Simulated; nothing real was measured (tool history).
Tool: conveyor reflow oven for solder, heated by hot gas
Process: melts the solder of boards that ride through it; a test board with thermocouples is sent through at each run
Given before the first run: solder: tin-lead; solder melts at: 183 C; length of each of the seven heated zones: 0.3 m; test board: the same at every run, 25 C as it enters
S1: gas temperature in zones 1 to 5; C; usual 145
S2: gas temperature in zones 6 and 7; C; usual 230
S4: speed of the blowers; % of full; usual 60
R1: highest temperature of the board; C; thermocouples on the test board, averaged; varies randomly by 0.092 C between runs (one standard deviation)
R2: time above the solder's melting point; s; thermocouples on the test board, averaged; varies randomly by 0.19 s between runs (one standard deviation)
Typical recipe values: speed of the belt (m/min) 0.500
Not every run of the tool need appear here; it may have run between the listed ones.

Run 1, day 0.000: usual settings. Result: R1 211.49 C, R2 51.1 s.
Run 2, day 0.567: usual settings. Result: R1 211.32 C, R2 51.1 s.
Run 3, day 0.958: usual settings. Result: R1 211.47 C, R2 50.8 s.
Run 4, day 1.671: usual settings. Result: R1 211.31 C, R2 50.8 s.
Run 5, day 2.175: usual settings but S2 236 C. Result: R1 216.33 C, R2 55.3 s.
Run 6, day 2.838: usual settings but S2 236 C. Result: R1 216.20 C, R2 55.2 s.
Run 7, day 3.433: usual settings but S2 236 C. Result: R1 216.12 C, R2 55.6 s.
Run 8, day 3.892: usual settings but S2 227 C, speed of the belt (m/min) 0.558. Result: R1 204.80 C, R2 38.7 s.
At day 4.112: belt drive overhauled, speed set with a stopwatch.
Run 9, day 4.646: usual settings but S2 227 C, speed of the belt (m/min) 0.558. Result: R1 204.96 C, R2 38.8 s.
Run 10, day 5.350: usual settings but S1 140 C. Result: R1 209.91 C, R2 48.4 s.
At day 5.792: flux residue cleaned out of gas plates and filters.
Run 11, day 6.167: usual settings but S1 156 C, S2 220 C. Result: R1 206.83 C, R2 52.4 s.
Run 12, day 6.904: usual settings but S1 151 C, S2 239 C, speed of the belt (m/min) 0.415, S4 66 % of full. Result: R1 228.24 C, R2 79.8 s.
At day 7.433: belt drive overhauled, speed set with a stopwatch, once more.
Run 13, day 7.508: usual settings but speed of the belt (m/min) 0.459, S4 89 % of full. Result: R1 220.16 C, R2 64.4 s.
Run 14, day 7.871: usual settings but S1 150 C, S2 233 C, speed of the belt (m/min) 0.585, S4 77 % of full. Result: R1 214.36 C, R2 47.2 s.

Branching from run 14: 4 alternative next runs. What would each branch give?
Run A, day 8.183: usual settings but S1 160 C, S2 225 C, speed of the belt (m/min) 0.585, S4 77 % of full. Result: R1 ?, R2 ?.
Run B, day 8.183: usual settings but S2 237 C, S4 80 % of full. Result: R1 ?, R2 ?.
Run C, day 8.183: usual settings but S2 219 C. Result: R1 ?, R2 ?.
Run D, day 8.183: usual settings but S1 143 C, S2 240 C, speed of the belt (m/min) 0.585, S4 75 % of full. Result: R1 ?, R2 ?.

run      R1    R2
  A  210.19  48.0
  B  222.42  59.4
  C  202.89  42.0
  D  217.75  47.0
Without the tool's hidden state the same runs would have given:
run      R1    R2
  A  209.23  47.4
  B  221.40  58.8
  C  201.86  40.9
  D  216.90  46.4

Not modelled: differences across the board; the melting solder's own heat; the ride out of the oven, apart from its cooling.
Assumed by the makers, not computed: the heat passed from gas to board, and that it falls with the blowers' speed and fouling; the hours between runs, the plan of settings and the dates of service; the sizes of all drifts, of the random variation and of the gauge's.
